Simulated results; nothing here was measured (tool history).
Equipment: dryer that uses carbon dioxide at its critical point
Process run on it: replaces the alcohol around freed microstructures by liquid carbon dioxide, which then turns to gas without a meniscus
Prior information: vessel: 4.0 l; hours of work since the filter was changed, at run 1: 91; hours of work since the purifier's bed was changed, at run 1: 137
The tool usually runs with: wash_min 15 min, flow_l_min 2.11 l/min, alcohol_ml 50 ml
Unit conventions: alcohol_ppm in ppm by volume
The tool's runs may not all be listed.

run,hour,wash_min,flow_l_min,alcohol_ml,hours of work since the filter was changed,hours of work since the purifier's bed was changed,alcohol_ppm
1,0.0,15,2.11,50,91,137,60
2,40.2,15,2.11,50,112,157,52
3,77.9,15,2.11,50,131,177,56
4,113.2,15,2.11,50,149,194,51
5,149.9,15,2.11,50,167,213,80
6,183.1,15,2.11,62,184,230,81
7,214.3,15,2.11,62,200,246,81
8,250.0,15,2.11,50,218,264,64
9,278.5,12,2.93,109,232,278,77
10,298.6,12,2.93,109,243,288,84
11,327.9,17,3.39,26,257,303,39

For run 12, what comes out?
12,366.6,18,2.11,50,277,323,?

Run 12 came out at alcohol_ppm 57 ppm by volume.
The same run, on a tool lacking any hidden state, would have yielded alcohol_ppm 16 ppm by volume.
